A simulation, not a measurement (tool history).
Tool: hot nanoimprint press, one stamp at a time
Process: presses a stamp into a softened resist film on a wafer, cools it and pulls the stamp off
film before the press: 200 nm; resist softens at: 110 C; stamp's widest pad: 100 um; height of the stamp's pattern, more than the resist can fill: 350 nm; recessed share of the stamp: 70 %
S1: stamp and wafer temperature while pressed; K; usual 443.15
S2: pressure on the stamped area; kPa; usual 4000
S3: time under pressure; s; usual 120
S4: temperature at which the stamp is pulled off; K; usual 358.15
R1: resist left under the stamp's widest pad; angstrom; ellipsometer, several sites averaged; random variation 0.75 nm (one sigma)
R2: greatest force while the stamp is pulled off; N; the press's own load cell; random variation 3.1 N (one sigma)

run,hour,S1,S2,S3,S4,R1,R2
1,0.0,443.15,4000,120,358.15,901,275
2,8.3,443.15,4000,120,358.15,901,266
3,14.4,443.15,4000,120,358.15,909,267
4,25.3,443.15,5990,120,358.15,734,276
5,32.4,443.15,5990,120,358.15,717,267
6,43.2,443.15,5990,120,358.15,723,269
7,50.7,443.15,5990,120,358.15,732,271
8,57.9,443.15,4000,215,358.15,734,269
# hour 67.9: stamp cleaned and given a new release coat
9,74.4,443.15,5130,120,358.15,789,144
# hour 78.2: plate thermocouple calibrated
10,85.7,447.15,4000,120,358.15,761,146
11,98.8,447.15,4000,203,358.15,616,143
12,109.3,453.15,4000,203,358.15,500,150
13,116.4,453.15,4000,203,358.15,488,147
14,129.1,440.15,4000,120,358.15,1001,146
# hour 143.4: plate thermocouple calibrated, once more
15,144.8,434.15,4000,120,365.15,1356,124
16,151.9,448.15,4440,120,361.15,731,147
17,161.9,446.15,2730,96,350.15,1111,186
18,173.4,446.15,3930,120,358.15,841,158
19,182.7,446.15,2630,236,352.15,846,180
20,196.0,446.15,2630,236,352.15,829,181
21,204.5,446.15,2630,236,352.15,842,182
22,216.5,443.15,4000,120,350.15,959,185
23,229.6,443.15,2440,120,358.15,1198,160
24,242.3,443.15,2420,120,361.15,1207,148
25,250.8,443.15,2760,74,361.15,1297,147
26,258.0,453.15,2760,196,361.15,663,143
27,263.9,453.15,2760,196,361.15,650,148
28,271.5,443.15,4140,62,358.15,1136,155

Forecast each of these 4 alternatives for the next run:
A,279.6,436.15,4010,120,358.15,?,?
B,279.6,448.15,4000,214,358.15,?,?
C,279.6,452.15,4140,62,357.15,?,?
D,279.6,439.15,4140,62,346.15,?,?

run,R1,R2
A,1248,167
B,615,165
C,809,164
D,1304,210
Without the tool's hidden state the same runs would have given:
run,R1,R2
A,1251,153
B,616,151
C,809,150
D,1306,192
